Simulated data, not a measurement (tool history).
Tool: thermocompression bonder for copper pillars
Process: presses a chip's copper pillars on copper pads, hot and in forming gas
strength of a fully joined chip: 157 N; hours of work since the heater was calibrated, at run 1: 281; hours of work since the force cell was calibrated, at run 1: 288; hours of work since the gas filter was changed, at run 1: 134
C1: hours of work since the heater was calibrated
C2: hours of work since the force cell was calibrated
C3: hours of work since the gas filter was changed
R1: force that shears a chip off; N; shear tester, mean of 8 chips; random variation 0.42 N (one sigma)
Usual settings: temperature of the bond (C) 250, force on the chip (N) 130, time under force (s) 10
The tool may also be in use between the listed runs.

{"run": 1, "hour": 0.0, "temperature of the bond (C)": 250, "force on the chip (N)": 130, "time under force (s)": 10, "C1": 281, "C2": 288, "C3": 134, "R1": 97.5}
{"run": 2, "hour": 8.9, "temperature of the bond (C)": 250, "force on the chip (N)": 183, "time under force (s)": 10, "C1": 287, "C2": 294, "C3": 140, "R1": 117.7}
{"run": 3, "hour": 15.4, "temperature of the bond (C)": 250, "force on the chip (N)": 130, "time under force (s)": 10, "C1": 291, "C2": 299, "C3": 145, "R1": 97.6}
{"run": 4, "hour": 24.5, "temperature of the bond (C)": 250, "force on the chip (N)": 130, "time under force (s)": 10, "C1": 298, "C2": 305, "C3": 151, "R1": 98.3}
{"run": 5, "hour": 32.7, "temperature of the bond (C)": 250, "force on the chip (N)": 97, "time under force (s)": 10, "C1": 304, "C2": 311, "C3": 157, "R1": 79.9}
{"run": 6, "hour": 40.2, "temperature of the bond (C)": 250, "force on the chip (N)": 130, "time under force (s)": 8, "C1": 309, "C2": 316, "C3": 162, "R1": 90.7}
{"run": 7, "hour": 48.0, "temperature of the bond (C)": 250, "force on the chip (N)": 130, "time under force (s)": 8, "C1": 314, "C2": 322, "C3": 168, "R1": 91.0}
{"run": 8, "hour": 54.7, "temperature of the bond (C)": 250, "force on the chip (N)": 130, "time under force (s)": 8, "C1": 319, "C2": 326, "C3": 172, "R1": 90.7}
{"run": 9, "hour": 59.2, "temperature of the bond (C)": 225, "force on the chip (N)": 130, "time under force (s)": 10, "C1": 322, "C2": 330, "C3": 176, "R1": 70.1}
{"run": 10, "hour": 67.8, "temperature of the bond (C)": 225, "force on the chip (N)": 130, "time under force (s)": 10, "C1": 328, "C2": 336, "C3": 182, "R1": 69.6}
{"run": 11, "hour": 75.4, "temperature of the bond (C)": 225, "force on the chip (N)": 130, "time under force (s)": 10, "C1": 334, "C2": 341, "C3": 187, "R1": 69.5}
{"run": 12, "hour": 81.3, "temperature of the bond (C)": 225, "force on the chip (N)": 130, "time under force (s)": 10, "C1": 338, "C2": 345, "C3": 191, "R1": 69.7}
{"run": 13, "hour": 91.1, "temperature of the bond (C)": 225, "force on the chip (N)": 130, "time under force (s)": 10, "C1": 345, "C2": 352, "C3": 198, "R1": 69.2}
{"run": 14, "hour": 97.2, "temperature of the bond (C)": 277, "force on the chip (N)": 130, "time under force (s)": 10, "C1": 349, "C2": 356, "C3": 202, "R1": 122.4}
{"run": 15, "hour": 103.9, "temperature of the bond (C)": 277, "force on the chip (N)": 130, "time under force (s)": 10, "C1": 354, "C2": 361, "C3": 207, "R1": 122.9}
{"run": 16, "hour": 108.5, "temperature of the bond (C)": 233, "force on the chip (N)": 99, "time under force (s)": 21, "C1": 357, "C2": 364, "C3": 210, "R1": 82.0}
{"hour": 112.8, "done": "forming gas filter changed"}
{"run": 17, "hour": 116.0, "temperature of the bond (C)": 246, "force on the chip (N)": 122, "time under force (s)": 15, "C1": 362, "C2": 369, "C3": 2, "R1": 103.1}
{"run": 18, "hour": 121.3, "temperature of the bond (C)": 224, "force on the chip (N)": 157, "time under force (s)": 10, "C1": 365, "C2": 373, "C3": 6, "R1": 81.2}
{"run": 19, "hour": 129.2, "temperature of the bond (C)": 224, "force on the chip (N)": 157, "time under force (s)": 10, "C1": 371, "C2": 379, "C3": 12, "R1": 81.3}
{"run": 20, "hour": 139.0, "temperature of the bond (C)": 250, "force on the chip (N)": 99, "time under force (s)": 10, "C1": 378, "C2": 385, "C3": 18, "R1": 83.7}
{"run": 21, "hour": 146.4, "temperature of the bond (C)": 224, "force on the chip (N)": 148, "time under force (s)": 8, "C1": 383, "C2": 391, "C3": 24, "R1": 71.2}
{"run": 22, "hour": 156.3, "temperature of the bond (C)": 227, "force on the chip (N)": 156, "time under force (s)": 10, "C1": 390, "C2": 398, "C3": 31, "R1": 83.9}
{"run": 23, "hour": 162.6, "temperature of the bond (C)": 260, "force on the chip (N)": 130, "time under force (s)": 7, "C1": 394, "C2": 402, "C3": 35, "R1": 99.8}
{"run": 24, "hour": 171.0, "temperature of the bond (C)": 264, "force on the chip (N)": 120, "time under force (s)": 6, "C1": 400, "C2": 408, "C3": 41, "R1": 95.1}

Forecast run 25:
{"run": 25, "hour": 175.3, "temperature of the bond (C)": 230, "force on the chip (N)": 103, "time under force (s)": 10, "C1": 403, "C2": 411, "C3": 44, "R1": "?"}

R1: 63.7 N
Without the tool's hidden state the same run would have given R1 66.0 N.
